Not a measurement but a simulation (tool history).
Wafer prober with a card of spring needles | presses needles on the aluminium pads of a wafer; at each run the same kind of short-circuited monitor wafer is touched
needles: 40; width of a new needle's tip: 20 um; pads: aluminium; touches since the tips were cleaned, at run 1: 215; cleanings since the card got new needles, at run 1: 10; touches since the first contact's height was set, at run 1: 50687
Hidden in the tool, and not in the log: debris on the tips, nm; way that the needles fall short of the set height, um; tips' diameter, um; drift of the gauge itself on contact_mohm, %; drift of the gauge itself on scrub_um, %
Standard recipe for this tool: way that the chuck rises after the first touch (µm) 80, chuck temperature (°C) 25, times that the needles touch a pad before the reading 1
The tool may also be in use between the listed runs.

| run | day | way that the chuck rises after the first touch (µm) | chuck temperature (°C) | times that the needles touch a pad before the reading | touches since the tips were cleaned | cleanings since the card got new needles | touches since the first contact's height was set | resistance of one needle with its contact and lead (mohm) | way that a needle slides on the pad (µm) |
|---|---|---|---|---|---|---|---|---|---|
| 1 | 0.000 | 80 | 25 | 1 | 215 | 10 | 50687 | 131 | 17.77 |
|  | 0.358 | tips cleaned on abrasive film |
|  | 0.721 | tips cleaned on abrasive film |
| 2 | 1.050 | 80 | 25 | 1 | 4290 | 12 | 64286 | 137 | 17.61 |
|  | 1.104 | tips cleaned on abrasive film |
|  | 1.454 | tips cleaned on abrasive film |
|  | 1.846 | tips cleaned on abrasive film |
| 3 | 1.862 | 73 | 25 | 1 | 241 | 15 | 74795 | 134 | 16.19 |
|  | 2.233 | tips cleaned on abrasive film |
| 4 | 2.408 | 73 | 25 | 1 | 2293 | 16 | 81858 | 131 | 16.25 |
|  | 2.600 | tips cleaned on abrasive film |
|  | 2.967 | tips cleaned on abrasive film |
|  | 3.346 | tips cleaned on abrasive film |
| 5 | 3.350 | 80 | 25 | 2 | 42 | 19 | 94000 | 135 | 17.69 |
|  | 3.779 | tips cleaned on abrasive film |
| 6 | 3.912 | 96 | 25 | 2 | 1744 | 20 | 101295 | 131 | 21.18 |
|  | 4.208 | tips cleaned on abrasive film |
|  | 4.583 | tips cleaned on abrasive film |
| 7 | 4.583 | 80 | 25 | 2 | 0 | 22 | 109996 | 133 | 17.74 |
|  | 4.967 | tips cleaned on abrasive film |
| 8 | 5.083 | 80 | 25 | 2 | 1529 | 23 | 116458 | 132 | 17.57 |
|  | 5.358 | tips cleaned on abrasive film |
|  | 5.779 | tips cleaned on abrasive film |
| 9 | 5.796 | 80 | 25 | 3 | 247 | 25 | 125683 | 135 | 17.64 |
|  | 6.129 | tips cleaned on abrasive film |
|  | 6.508 | tips cleaned on abrasive film |
| 10 | 6.667 | 80 | 25 | 1 | 2023 | 27 | 136939 | 138 | 17.60 |
|  | 6.883 | tips cleaned on abrasive film |
|  | 7.262 | tips cleaned on abrasive film |
|  | 7.612 | tips cleaned on abrasive film |
| 11 | 7.675 | 80 | 25 | 1 | 829 | 30 | 150000 | 135 | 17.51 |
|  | 7.992 | tips cleaned on abrasive film |
| 12 | 8.246 | 63 | 25 | 1 | 3316 | 31 | 157378 | 136 | 13.95 |
|  | 8.392 | tips cleaned on abrasive film |
|  | 8.817 | tips cleaned on abrasive film |
| 13 | 8.817 | 63 | 25 | 1 | 0 | 33 | 164772 | 137 | 13.77 |
|  | 9.212 | tips cleaned on abrasive film |
|  | 9.583 | tips cleaned on abrasive film |
| 14 | 9.812 | 63 | 25 | 1 | 3017 | 35 | 177692 | 143 | 13.77 |
|  | 10.004 | tips cleaned on abrasive film |
|  | 10.396 | tips cleaned on abrasive film |
| 15 | 10.396 | 72 | 107 | 1 | 8 | 37 | 185222 | 149 | 15.89 |
|  | 10.792 | tips cleaned on abrasive film |
|  | 11.158 | tips cleaned on abrasive film |
| 16 | 11.392 | 81 | 111 | 1 | 3040 | 39 | 198122 | 150 | 17.81 |
|  | 11.558 | tips cleaned on abrasive film |
|  | 11.938 | tips cleaned on abrasive film |
| 17 | 12.121 | 80 | 78 | 2 | 2405 | 41 | 207531 | 140 | 17.59 |
|  | 12.342 | tips cleaned on abrasive film |
|  | 12.700 | tips cleaned on abrasive film |
|  | 12.933 | height of the first contact set anew |
|  | 13.108 | tips cleaned on abrasive film |
| 18 | 13.125 | 77 | 78 | 1 | 209 | 44 | 2476 | 143 | 16.81 |
|  | 13.525 | tips cleaned on abrasive film |
|  | 13.946 | tips cleaned on abrasive film |
| 19 | 13.946 | 73 | 25 | 2 | 0 | 46 | 13069 | 137 | 15.92 |
|  | 14.367 | tips cleaned on abrasive film |
|  | 14.771 | tips cleaned on abrasive film |
| 20 | 14.933 | 73 | 27 | 2 | 2119 | 48 | 25885 | 134 | 16.02 |
|  | 15.183 | tips cleaned on abrasive film |
|  | 15.567 | tips cleaned on abrasive film |
| 21 | 15.567 | 91 | 68 | 3 | 0 | 50 | 34051 | 138 | 19.70 |
|  | 15.962 | tips cleaned on abrasive film |
| 22 | 16.054 | 61 | 68 | 3 | 1187 | 51 | 40382 | 147 | 13.22 |
|  | 16.358 | tips cleaned on abrasive film |
| 23 | 16.575 | 61 | 68 | 3 | 2827 | 52 | 47139 | 145 | 13.35 |
|  | 16.750 | tips cleaned on abrasive film |
| 24 | 17.038 | 61 | 68 | 3 | 3779 | 53 | 53169 | 145 | 13.04 |
|  | 17.129 | tips cleaned on abrasive film |
|  | 17.479 | tips cleaned on abrasive film |
|  | 17.842 | tips cleaned on abrasive film |
| 25 | 18.138 | 87 | 86 | 2 | 3875 | 56 | 67390 | 144 | 18.85 |
|  | 18.196 | tips cleaned on abrasive film |
|  | 18.608 | tips cleaned on abrasive film |
| 26 | 18.662 | 98 | 70 | 1 | 732 | 58 | 74146 | 141 | 21.00 |
|  | 19.033 | tips cleaned on abrasive film |
|  | 19.438 | tips cleaned on abrasive film |
| 27 | 19.717 | 82 | 29 | 2 | 3615 | 60 | 87784 | 135 | 17.92 |

Alternative continuations, all from the tool just after run 27; predict every row:
|  | 19.804 | tips cleaned on abrasive film |
|  | 20.029 | gauge calibrated |
|  | 20.192 | tips cleaned on abrasive film |
|  | 20.550 | tips cleaned on abrasive film |
| A | 20.662 | 62 | 86 | 2 | 1455 | 63 | 99991 | ? | ? |
|  | 19.804 | tips cleaned on abrasive film |
|  | 20.029 | gauge calibrated |
|  | 20.192 | tips cleaned on abrasive film |
|  | 20.550 | tips cleaned on abrasive film |
| B | 20.662 | 82 | 120 | 2 | 1455 | 63 | 99991 | ? | ? |
|  | 19.804 | tips cleaned on abrasive film |
|  | 20.029 | gauge calibrated |
|  | 20.192 | tips cleaned on abrasive film |
|  | 20.550 | tips cleaned on abrasive film |
| C | 20.662 | 64 | 30 | 2 | 1455 | 63 | 99991 | ? | ? |

| run | resistance of one needle with its contact and lead (mohm) | way that a needle slides on the pad (µm) |
|---|---|---|
| A | 149 | 13.75 |
| B | 150 | 18.32 |
| C | 136 | 14.24 |
Without the tool's unlogged condition, the same runs would have read:
| run | resistance of one needle with its contact and lead (mohm) | way that a needle slides on the pad (µm) |
|---|---|---|
| A | 149 | 13.77 |
| B | 150 | 18.35 |
| C | 136 | 14.27 |

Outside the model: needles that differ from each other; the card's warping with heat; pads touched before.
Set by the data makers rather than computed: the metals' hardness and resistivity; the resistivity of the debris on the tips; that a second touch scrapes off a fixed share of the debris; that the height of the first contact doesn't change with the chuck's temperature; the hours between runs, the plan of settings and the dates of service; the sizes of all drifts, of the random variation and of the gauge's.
